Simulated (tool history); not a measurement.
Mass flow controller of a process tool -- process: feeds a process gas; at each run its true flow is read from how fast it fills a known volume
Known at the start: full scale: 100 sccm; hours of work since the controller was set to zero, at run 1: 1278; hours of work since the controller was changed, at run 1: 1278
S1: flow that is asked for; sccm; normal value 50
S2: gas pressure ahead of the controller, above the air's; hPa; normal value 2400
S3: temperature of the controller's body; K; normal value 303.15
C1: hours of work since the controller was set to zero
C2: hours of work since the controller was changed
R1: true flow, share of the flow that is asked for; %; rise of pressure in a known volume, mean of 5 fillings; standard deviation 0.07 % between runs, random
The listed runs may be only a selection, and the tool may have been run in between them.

run,hour,S1,S2,S3,C1,C2,R1
1,0.0,50,2400,303.15,1278,1278,97.09
2,119.6,50,2400,308.15,1327,1327,96.49
3,239.9,50,2400,308.15,1376,1376,96.38
4,401.3,50,2400,308.15,1442,1442,96.38
5,535.3,50,2400,308.15,1497,1497,96.45
6,703.4,50,2400,308.15,1566,1566,96.33
7,808.6,50,2400,308.15,1609,1609,96.26
8,891.0,50,2400,308.15,1643,1643,96.26
9,970.4,50,2400,303.15,1675,1675,96.86
10,1071.2,50,2400,295.15,1717,1717,97.74
11,1176.1,50,2400,295.15,1760,1760,97.64
12,1267.8,77,2250,303.15,1797,1797,97.86
13,1415.7,77,2250,303.15,1858,1858,97.77
14,1557.1,61,2350,307.15,1916,1916,96.77
15,1727.1,50,1600,299.15,1985,1985,97.11
16,1902.2,28,1610,299.15,2057,2057,95.91
17,2022.4,33,1450,303.15,2106,2106,95.72
18,2098.6,47,1460,296.15,2137,2137,97.43
19,2214.7,47,1460,296.15,2185,2185,97.36
20,2364.3,73,1530,310.15,2246,2246,96.79
21,2447.8,73,1530,310.15,2281,2281,96.79
22,2536.7,15,2170,303.15,2317,2317,93.05

Consider 4 possible next runs. They are alternatives, not a sequence: every one starts from the tool as it was left by run 22. What does each give?
A,2717.4,50,2410,303.15,2391,2391,?
B,2717.4,64,2400,303.15,2391,2391,?
C,2717.4,81,1460,303.15,2391,2391,?
D,2717.4,82,2400,294.15,2391,2391,?

run,R1
A,96.27
B,96.92
C,97.87
D,98.62
What these runs would have given with no unlogged condition in the tool:
run,R1
A,97.71
B,98.15
C,98.94
D,99.67
